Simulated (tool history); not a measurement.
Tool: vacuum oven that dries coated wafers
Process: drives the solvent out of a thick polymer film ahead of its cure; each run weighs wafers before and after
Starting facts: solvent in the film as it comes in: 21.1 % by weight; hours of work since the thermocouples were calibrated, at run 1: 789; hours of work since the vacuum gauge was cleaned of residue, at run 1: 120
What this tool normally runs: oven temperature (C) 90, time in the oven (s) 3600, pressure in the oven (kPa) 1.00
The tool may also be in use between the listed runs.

run	hour	oven temperature (C)	time in the oven (s)	pressure in the oven (kPa)	hours of work since the thermocouples were calibrated	hours of work since the vacuum gauge was cleaned of residue	solvent left in the film (%)
1	0.0	90	3600	1.00	789	120	2.82
2	26.6	90	3600	1.00	809	140	2.86
3	52.3	90	3600	1.00	828	159	2.79
4	71.5	90	5340	1.00	842	173	1.28
5	92.5	90	3600	1.00	857	188	2.88
6	127.5	90	3600	1.00	883	214	2.81
7	165.5	90	3600	1.00	911	242	2.80
8	203.8	90	4080	1.00	940	270	2.23
9	242.5	90	4080	1.00	968	299	2.33
10	270.0	90	3600	1.00	988	319	2.78
11	294.7	90	3600	1.00	1007	338	2.87
12	332.5	90	3600	1.00	1035	365	2.90
13	375.7	90	3600	1.00	1066	397	2.95
14	399.6	90	3600	1.00	1084	415	2.86
15	431.7	90	3600	1.00	1108	439	2.90
16	473.6	90	3600	1.00	1139	470	2.90
17	498.8	90	3600	1.00	1157	488	2.93
18	527.7	90	3600	1.00	1179	510	2.92
19	550.5	90	3600	1.00	1196	526	2.90
20	575.5	90	3600	1.00	1214	545	2.86
# hour 579.1: vacuum gauge cleaned of residue and calibrated
21	599.3	90	3600	1.00	1230	15	3.05
22	639.2	102	3360	0.88	1260	44	0.99
23	664.2	85	5520	1.15	1278	63	2.34
# hour 674.7: vacuum gauge cleaned of residue and calibrated, once more
24	684.9	76	2340	0.82	1293	7	9.84
25	710.9	95	2460	3.40	1312	27	4.17
26	745.4	102	2460	3.40	1337	52	2.46
27	785.8	102	6420	3.40	1367	82	0.81
28	814.6	97	5820	2.73	1388	103	0.93
29	856.7	90	3600	3.38	1419	134	3.70
30	882.4	90	3600	1.12	1438	153	2.98
31	902.9	90	3600	1.12	1454	168	2.95
32	926.3	80	5640	2.75	1471	186	4.12
33	970.6	98	2940	3.24	1503	218	2.55

Alternative continuations, all from the tool just after run 33; predict every row:
A	996.5	80	2520	1.61	1523	238	?
B	996.5	80	2220	2.44	1523	238	?
C	996.5	84	4020	0.87	1523	238	?
D	996.5	81	3480	0.71	1523	238	?
E	996.5	86	6240	0.90	1523	238	?

run	solvent left in the film (%)
A	8.31
B	9.38
C	4.01
D	5.74
E	1.65
With no hidden state in the tool, these same runs would have given:
run	solvent left in the film (%)
A	7.99
B	9.06
C	3.72
D	5.41
E	1.46
